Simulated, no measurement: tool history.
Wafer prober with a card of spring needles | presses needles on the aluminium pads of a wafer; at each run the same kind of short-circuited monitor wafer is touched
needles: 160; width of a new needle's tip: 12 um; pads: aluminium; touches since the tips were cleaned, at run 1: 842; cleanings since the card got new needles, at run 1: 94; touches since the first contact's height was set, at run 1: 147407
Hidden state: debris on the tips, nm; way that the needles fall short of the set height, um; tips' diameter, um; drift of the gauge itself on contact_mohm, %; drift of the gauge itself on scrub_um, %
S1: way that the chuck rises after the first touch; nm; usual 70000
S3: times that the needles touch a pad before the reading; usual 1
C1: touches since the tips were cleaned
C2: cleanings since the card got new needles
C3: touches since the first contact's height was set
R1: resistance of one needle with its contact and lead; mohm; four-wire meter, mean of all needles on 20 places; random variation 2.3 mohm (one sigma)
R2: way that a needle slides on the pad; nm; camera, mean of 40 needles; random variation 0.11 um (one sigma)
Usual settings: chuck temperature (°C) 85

Run 1, hour 0: usual settings; C1 842; C2 94; C3 147407. Result: R1 258 mohm, R2 17390 nm.
At hour 6.2: tips cleaned on abrasive film.
At hour 16.6: tips cleaned on abrasive film.
At hour 26.9: tips cleaned on abrasive film.
At hour 37.2: tips cleaned on abrasive film.
At hour 47.6: tips cleaned on abrasive film.
At hour 57.9: tips cleaned on abrasive film.
Run 2, hour 61.8: usual settings; C1 1463; C2 100; C3 170128. Result: R1 264 mohm, R2 16940 nm.
At hour 68.1: tips cleaned on abrasive film.
At hour 78.4: tips cleaned on abrasive film.
At hour 88.7: tips cleaned on abrasive film.
At hour 93.1: height of the first contact set anew.
At hour 97.3: tips cleaned on abrasive film.
At hour 105.6: tips cleaned on abrasive film.
At hour 116: tips cleaned on abrasive film.
At hour 124.2: tips cleaned on abrasive film.
Run 3, hour 128.2: usual settings; C1 1470; C2 107; C3 12861. Result: R1 257 mohm, R2 17070 nm.
At hour 134.5: tips cleaned on abrasive film.
At hour 142.7: tips cleaned on abrasive film.
At hour 153.1: tips cleaned on abrasive film.
At hour 161.4: tips cleaned on abrasive film.
At hour 169.6: tips cleaned on abrasive film.
At hour 180: tips cleaned on abrasive film.
At hour 190.3: tips cleaned on abrasive film.
At hour 199.4: tips cleaned on abrasive film.
Run 4, hour 199.4: usual settings; C1 0; C2 115; C3 38969. Result: R1 262 mohm, R2 17180 nm.
At hour 209.7: tips cleaned on abrasive film.
At hour 218: tips cleaned on abrasive film.
At hour 226.3: tips cleaned on abrasive film.
At hour 234.6: tips cleaned on abrasive film.
Run 5, hour 240.5: usual settings; C1 2184; C2 119; C3 54063. Result: R1 257 mohm, R2 17220 nm.
At hour 244.7: tips cleaned on abrasive film.
At hour 252.9: tips cleaned on abrasive film.
At hour 263.3: tips cleaned on abrasive film.
At hour 271.6: tips cleaned on abrasive film.
At hour 281.9: tips cleaned on abrasive film.
Run 6, hour 288.1: usual settings but S1 54000 nm; C1 2317; C2 124; C3 71569. Result: R1 261 mohm, R2 13230 nm.
At hour 290.3: tips cleaned on abrasive film.
At hour 298.6: tips cleaned on abrasive film.
At hour 308.9: tips cleaned on abrasive film.
At hour 317.2: tips cleaned on abrasive film.
At hour 327.5: tips cleaned on abrasive film.
At hour 335.8: tips cleaned on abrasive film.
At hour 346.1: tips cleaned on abrasive film.
Run 7, hour 349: usual settings but S1 54000 nm; C1 1060; C2 131; C3 93885. Result: R1 261 mohm, R2 13080 nm.
At hour 355.2: tips cleaned on abrasive film.
At hour 365.6: tips cleaned on abrasive film.
At hour 373.9: tips cleaned on abrasive film.
At hour 384.2: tips cleaned on abrasive film.
Run 8, hour 391.1: usual settings; C1 2554; C2 135; C3 109349. Result: R1 260 mohm, R2 17160 nm.
At hour 393.2: tips cleaned on abrasive film.
At hour 401.5: tips cleaned on abrasive film.
At hour 409.8: tips cleaned on abrasive film.
At hour 420.1: tips cleaned on abrasive film.
At hour 430.5: tips cleaned on abrasive film.
At hour 440.8: tips cleaned on abrasive film.
At hour 449.1: tips cleaned on abrasive film.
Run 9, hour 451.2: usual settings; C1 763; C2 142; C3 131376. Result: R1 256 mohm, R2 17400 nm.
At hour 459.2: tips cleaned on abrasive film.
At hour 469.5: tips cleaned on abrasive film.
At hour 479.9: tips cleaned on abrasive film.
Run 10, hour 482.9: usual settings; C1 1110; C2 145; C3 143032. Result: R1 259 mohm, R2 17290 nm.
At hour 489.1: tips cleaned on abrasive film.
At hour 499.4: tips cleaned on abrasive film.
At hour 507.7: tips cleaned on abrasive film.
At hour 518.1: tips cleaned on abrasive film.
At hour 526.4: tips cleaned on abrasive film.
At hour 536.7: tips cleaned on abrasive film.
Run 11, hour 543.7: usual settings; C1 2604; C2 151; C3 165381. Result: R1 258 mohm, R2 16900 nm.
At hour 545.9: tips cleaned on abrasive film.
At hour 556.2: tips cleaned on abrasive film.
At hour 564.5: tips cleaned on abrasive film.
At hour 572.8: tips cleaned on abrasive film.
At hour 583.1: tips cleaned on abrasive film.
At hour 587.5: height of the first contact set anew.
At hour 593.2: tips cleaned on abrasive film.
Run 12, hour 593.2: usual settings; C1 0; C2 157; C3 2091. Result: R1 260 mohm, R2 17080 nm.
At hour 601.5: tips cleaned on abrasive film.
At hour 611.9: tips cleaned on abrasive film.
At hour 622.2: tips cleaned on abrasive film.
At hour 630.5: tips cleaned on abrasive film.
At hour 638.8: tips cleaned on abrasive film.
At hour 647.1: tips cleaned on abrasive film.
At hour 657.4: tips cleaned on abrasive film.
At hour 665.7: tips cleaned on abrasive film.
Run 13, hour 665.9: usual settings but S1 59000 nm, chuck temperature (°C) 61; C1 81; C2 165; C3 28751. Result: R1 252 mohm, R2 14630 nm.
At hour 674.2: tips cleaned on abrasive film.
At hour 684.5: tips cleaned on abrasive film.
At hour 692.8: tips cleaned on abrasive film.
At hour 701.9: tips cleaned on abrasive film.
Run 14, hour 701.9: usual settings but S1 68000 nm, chuck temperature (°C) 40; C1 0; C2 169; C3 41959. Result: R1 243 mohm, R2 16620 nm.
At hour 710.2: tips cleaned on abrasive film.
At hour 718.5: tips cleaned on abrasive film.
At hour 726.8: tips cleaned on abrasive film.
At hour 735: tips cleaned on abrasive film.
Run 15, hour 738.1: usual settings but S1 81000 nm, chuck temperature (°C) 91; C1 1147; C2 173; C3 55258. Result: R1 262 mohm, R2 19760 nm.
At hour 744.4: tips cleaned on abrasive film.
At hour 756.4: card fitted with new needles.
At hour 764.7: tips cleaned on abrasive film.
At hour 775: tips cleaned on abrasive film.
At hour 785.3: tips cleaned on abrasive film.
At hour 795.7: tips cleaned on abrasive film.
Run 16, hour 803.5: usual settings but S1 84000 nm, chuck temperature (°C) 79, S3 2; C1 2921; C2 4; C3 17351. Result: R1 256 mohm, R2 20590 nm.
At hour 805.7: tips cleaned on abrasive film.
At hour 816: tips cleaned on abrasive film.
At hour 824.3: tips cleaned on abrasive film.
At hour 834.6: tips cleaned on abrasive film.
At hour 842.9: tips cleaned on abrasive film.
Run 17, hour 844.2: usual settings but S1 84000 nm, chuck temperature (°C) 55, S3 2; C1 456; C2 9; C3 32236. Result: R1 249 mohm, R2 20490 nm.
At hour 852.5: tips cleaned on abrasive film.
At hour 860.7: tips cleaned on abrasive film.
At hour 871.1: tips cleaned on abrasive film.
At hour 881.4: tips cleaned on abrasive film.
At hour 889.7: tips cleaned on abrasive film.
At hour 900: tips cleaned on abrasive film.
Run 18, hour 904.6: usual settings but S1 52000 nm, chuck temperature (°C) 92, S3 2; C1 1676; C2 15; C3 54417. Result: R1 266 mohm, R2 12790 nm.
At hour 908.7: tips cleaned on abrasive film.
At hour 917: tips cleaned on abrasive film.
At hour 927.4: tips cleaned on abrasive film.
At hour 937.7: tips cleaned on abrasive film.
At hour 948: tips cleaned on abrasive film.
Run 19, hour 952.3: usual settings but S1 52000 nm, chuck temperature (°C) 92, S3 2; C1 1578; C2 20; C3 71944. Result: R1 265 mohm, R2 12700 nm.
At hour 956.5: tips cleaned on abrasive film.
At hour 964.7: tips cleaned on abrasive film.
At hour 975.1: tips cleaned on abrasive film.
At hour 983.4: tips cleaned on abrasive film.
At hour 993.7: tips cleaned on abrasive film.
Run 20, hour 999.5: usual settings but S1 52000 nm, chuck temperature (°C) 92, S3 2; C1 2165; C2 25; C3 89286. Result: R1 261 mohm, R2 12940 nm.
At hour 1003.7: tips cleaned on abrasive film.
At hour 1014.1: tips cleaned on abrasive film.
At hour 1022.4: tips cleaned on abrasive film.
At hour 1030.6: tips cleaned on abrasive film.
Run 21, hour 1036.6: usual settings but S1 90000 nm, chuck temperature (°C) 34; C1 2219; C2 29; C3 102896. Result: R1 243 mohm, R2 21950 nm.
At hour 1040.8: tips cleaned on abrasive film.
At hour 1049.1: tips cleaned on abrasive film.
At hour 1057.4: tips cleaned on abrasive film.
At hour 1067.7: tips cleaned on abrasive film.
At hour 1076: tips cleaned on abrasive film.
At hour 1086.4: tips cleaned on abrasive film.
At hour 1094.6: tips cleaned on abrasive film.
Run 22, hour 1102.2: usual settings but chuck temperature (°C) 98; C1 2805; C2 36; C3 126965. Result: R1 261 mohm, R2 17160 nm.
At hour 1104.3: tips cleaned on abrasive film.
At hour 1114.7: tips cleaned on abrasive film.
At hour 1123: tips cleaned on abrasive film.
At hour 1133.3: tips cleaned on abrasive film.
At hour 1141.6: tips cleaned on abrasive film.
At hour 1149.9: tips cleaned on abrasive film.
At hour 1160.2: tips cleaned on abrasive film.
At hour 1170.5: tips cleaned on abrasive film.
Run 23, hour 1172.8: usual settings but S1 73000 nm, S3 3; C1 854; C2 44; C3 152878. Result: R1 257 mohm, R2 18060 nm.

Forecast each of these 5 alternatives for the next run:
At hour 1179.1: tips cleaned on abrasive film.
At hour 1189.4: tips cleaned on abrasive film.
At hour 1199.8: tips cleaned on abrasive film.
Run A, hour 1206.3: usual settings but S1 73000 nm, chuck temperature (°C) 69, S3 2; C1 2442; C2 47; C3 165197. Result: R1 ?, R2 ?.
At hour 1179.1: tips cleaned on abrasive film.
At hour 1189.4: tips cleaned on abrasive film.
At hour 1199.8: tips cleaned on abrasive film.
Run B, hour 1206.3: usual settings but S1 67000 nm, chuck temperature (°C) 94, S3 3; C1 2442; C2 47; C3 165197. Result: R1 ?, R2 ?.
At hour 1179.1: tips cleaned on abrasive film.
At hour 1189.4: tips cleaned on abrasive film.
At hour 1199.8: tips cleaned on abrasive film.
Run C, hour 1206.3: usual settings but S1 68000 nm, chuck temperature (°C) 37, S3 2; C1 2442; C2 47; C3 165197. Result: R1 ?, R2 ?.
At hour 1179.1: tips cleaned on abrasive film.
At hour 1189.4: tips cleaned on abrasive film.
At hour 1199.8: tips cleaned on abrasive film.
Run D, hour 1206.3: usual settings but S1 56000 nm; C1 2442; C2 47; C3 165197. Result: R1 ?, R2 ?.
At hour 1179.1: tips cleaned on abrasive film.
At hour 1189.4: tips cleaned on abrasive film.
At hour 1199.8: tips cleaned on abrasive film.
Run E, hour 1206.3: usual settings but S1 59000 nm, S3 3; C1 2442; C2 47; C3 165197. Result: R1 ?, R2 ?.

run   R1     R2
  A  251  17900
  B  261  16420
  C  248  16920
  D  260  13790
  E  265  14350
Without the tool's hidden state the same runs would have given:
run   R1     R2
  A  251  17910
  B  261  16420
  C  248  16920
  D  259  13800
  E  264  14350
